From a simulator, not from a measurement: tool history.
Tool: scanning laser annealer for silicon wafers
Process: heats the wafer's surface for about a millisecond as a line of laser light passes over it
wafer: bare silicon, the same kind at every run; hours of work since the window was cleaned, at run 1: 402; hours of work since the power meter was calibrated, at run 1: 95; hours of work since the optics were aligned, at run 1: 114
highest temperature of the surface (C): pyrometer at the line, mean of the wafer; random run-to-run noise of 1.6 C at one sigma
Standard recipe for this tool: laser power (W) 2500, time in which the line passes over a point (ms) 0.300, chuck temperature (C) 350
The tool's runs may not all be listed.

run   hour  laser power (W)  time in which the line passes over a point (ms)  chuck temperature (C)  hours of work since the window was cleaned  hours of work since the power meter was calibrated  hours of work since the optics were aligned  highest temperature of the surface (C)
  1    0.0             2500                                            0.300                    350                                         402                                                  95                                          114                                    1039
  2    9.9             2500                                            0.300                    350                                         408                                                 101                                          120                                    1040
  3   32.4             2500                                            0.300                    350                                         422                                                 116                                          135                                    1039
  4   55.1             2500                                            0.300                    350                                         436                                                 130                                          149                                    1040
  5   73.9             2500                                            0.300                    350                                         448                                                 142                                          161                                    1040
  6   89.4             2500                                            0.300                    350                                         458                                                 152                                          171                                    1040
  7  105.9             2500                                            0.300                    350                                         469                                                 162                                          181                                    1039
  8  118.7             2500                                            0.300                    350                                         477                                                 170                                          189                                    1039
  9  134.7             2500                                            0.300                    350                                         487                                                 180                                          199                                    1038
 10  148.4             2500                                            0.300                    350                                         496                                                 189                                          208                                    1037
 11  169.4             2500                                            0.300                    350                                         509                                                 202                                          221                                    1039
 12  192.0             2500                                            0.300                    350                                         523                                                 217                                          236                                    1039
 13  208.8             2500                                            0.300                    350                                         534                                                 227                                          246                                    1036
 14  220.3             2397                                            0.300                    350                                         541                                                 235                                          254                                    1012
 15  239.3             2281                                            0.264                    350                                         553                                                 247                                          266                                     943
 16  256.1             2584                                            0.245                    350                                         564                                                 257                                          276                                     993
 17  273.0             2584                                            0.245                    350                                         575                                                 268                                          287                                     992
 18  283.1             2584                                            0.245                    350                                         581                                                 274                                          294                                     989
 19  293.3             2584                                            0.245                    350                                         587                                                 281                                          300                                     991
 20  305.2             2149                                            0.351                    365                                         595                                                 288                                          307                                    1008
 21  326.4             2149                                            0.351                    365                                         608                                                 302                                          321                                    1009
 22  338.4             2149                                            0.253                    360                                         616                                                 309                                          329                                     910
 23  356.6             2149                                            0.253                    360                                         627                                                 321                                          340                                     909
 24  366.3             2149                                            0.253                    360                                         634                                                 327                                          346                                     908
 25  389.0             2563                                            0.227                    323                                         648                                                 341                                          361                                     934
 26  401.7             2176                                            0.289                    327                                         656                                                 350                                          369                                     919
 27  420.8             2500                                            0.264                    350                                         668                                                 362                                          381                                     990

Run 28 has not been measured yet. What should we expect?
 28  442.8             2152                                            0.261                    350                                         682                                                 376                                          395                                       ?

{"run 28": {"highest temperature of the surface (C)": 904}}
Without the tool's hidden state the same run would have given highest temperature of the surface (C) 921.
